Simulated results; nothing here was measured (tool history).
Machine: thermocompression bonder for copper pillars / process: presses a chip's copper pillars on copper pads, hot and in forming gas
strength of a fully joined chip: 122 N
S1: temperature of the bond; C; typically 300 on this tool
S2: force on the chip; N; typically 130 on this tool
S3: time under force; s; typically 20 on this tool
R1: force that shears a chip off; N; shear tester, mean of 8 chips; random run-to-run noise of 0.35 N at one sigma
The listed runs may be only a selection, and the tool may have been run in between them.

Run 1, hour 0.0: usual settings. Result: R1 62.7 N.
Run 2, hour 7.7: usual settings. Result: R1 63.4 N.
Run 3, hour 16.5: usual settings. Result: R1 63.4 N.
Run 4, hour 24.7: usual settings. Result: R1 62.8 N.
Run 5, hour 33.0: usual settings. Result: R1 62.8 N.
Run 6, hour 44.1: usual settings but S1 302 C. Result: R1 63.6 N.
Run 7, hour 54.8: usual settings but S1 299 C. Result: R1 62.3 N.
Run 8, hour 62.9: usual settings but S1 277 C. Result: R1 51.4 N.
Run 9, hour 72.7: usual settings but S1 328 C. Result: R1 76.3 N.
Run 10, hour 81.5: usual settings but S2 119 N. Result: R1 58.2 N.
Run 11, hour 89.2: usual settings but S2 119 N. Result: R1 58.6 N.
Run 12, hour 100.4: usual settings but S2 119 N. Result: R1 58.7 N.
Run 13, hour 110.8: usual settings. Result: R1 61.6 N.
Run 14, hour 118.6: usual settings. Result: R1 61.4 N.
At hour 121.0: force cell calibrated.
Run 15, hour 124.7: usual settings but S1 327 C. Result: R1 74.7 N.
At hour 128.7: forming gas filter changed.
Run 16, hour 134.9: usual settings but S1 327 C. Result: R1 81.1 N.
Run 17, hour 139.9: usual settings but S1 327 C. Result: R1 81.9 N.
Run 18, hour 149.1: usual settings but S1 327 C. Result: R1 81.6 N.
Run 19, hour 154.2: usual settings but S1 327 C. Result: R1 81.4 N.
Run 20, hour 161.3: usual settings but S1 327 C. Result: R1 81.1 N.
At hour 168.0: force cell calibrated, once more.
Run 21, hour 170.7: usual settings but S1 284 C, S2 115 N, S3 38 s. Result: R1 66.7 N.
Run 22, hour 179.1: usual settings but S1 284 C, S2 115 N, S3 38 s. Result: R1 66.4 N.
Run 23, hour 185.1: usual settings but S1 284 C, S2 115 N, S3 38 s. Result: R1 66.3 N.
Run 24, hour 190.5: usual settings but S1 288 C, S2 119 N. Result: R1 56.0 N.
Run 25, hour 201.6: usual settings but S1 275 C, S2 117 N, S3 29 s. Result: R1 56.2 N.
Run 26, hour 211.1: usual settings but S1 275 C, S2 117 N, S3 29 s. Result: R1 56.2 N.
Run 27, hour 222.5: usual settings but S1 275 C, S2 117 N, S3 29 s. Result: R1 56.2 N.
Run 28, hour 233.7: usual settings but S1 280 C, S2 101 N, S3 39 s. Result: R1 58.1 N.
Run 29, hour 244.0: usual settings but S1 292 C, S3 29 s. Result: R1 68.8 N.
Run 30, hour 252.2: usual settings but S1 309 C, S2 137 N, S3 34 s. Result: R1 82.5 N.
Run 31, hour 262.9: usual settings but S2 169 N, S3 50 s. Result: R1 94.1 N.
Run 32, hour 268.5: usual settings but S1 282 C. Result: R1 56.2 N.
Run 33, hour 277.5: usual settings but S1 291 C, S3 12 s. Result: R1 50.1 N.
Run 34, hour 288.1: usual settings but S2 195 N, S3 15 s. Result: R1 75.6 N.
Run 35, hour 298.4: usual settings but S1 275 C, S2 195 N, S3 15 s. Result: R1 62.9 N.
Run 36, hour 305.5: usual settings but S1 275 C, S2 195 N, S3 15 s. Result: R1 62.3 N.
Run 37, hour 316.6: usual settings but S1 304 C, S2 110 N, S3 15 s. Result: R1 53.8 N.
Run 38, hour 326.7: usual settings but S1 304 C, S2 110 N, S3 15 s. Result: R1 53.0 N.
Run 39, hour 337.1: usual settings but S1 304 C, S2 88 N, S3 10 s. Result: R1 38.4 N.

Pick out some run-to-run changes in R1. Of each, how much would a tool without hidden state show as well, from the settings, what came in and chance, and how much is left for the hidden state and any gauge scatter not in both results compared?
Unlogged tool condition in this case: true temperature of the bond over the reading, C; force that reaches the chip, % of what is set; oxide that the forming gas leaves, % of the face; drift of the gauge itself on shear_n, %.
Run 8 -> 9: S1 277 -> 328. R1 +24.9 N: hidden state -2.0, all else +26.9.
Run 15 -> 16: forming gas filter changed. R1 +6.4 N: hidden state +7.3, all else -0.9.
Run 31 -> 32: S1 300 -> 282, S2 169 -> 130, S3 50 -> 20. R1 -37.9 N: hidden state +2.4, all else -40.3.
Run 33 -> 34: S1 291 -> 300, S2 130 -> 195, S3 12 -> 15. R1 +25.5 N: hidden state -1.5, all else +27.0.

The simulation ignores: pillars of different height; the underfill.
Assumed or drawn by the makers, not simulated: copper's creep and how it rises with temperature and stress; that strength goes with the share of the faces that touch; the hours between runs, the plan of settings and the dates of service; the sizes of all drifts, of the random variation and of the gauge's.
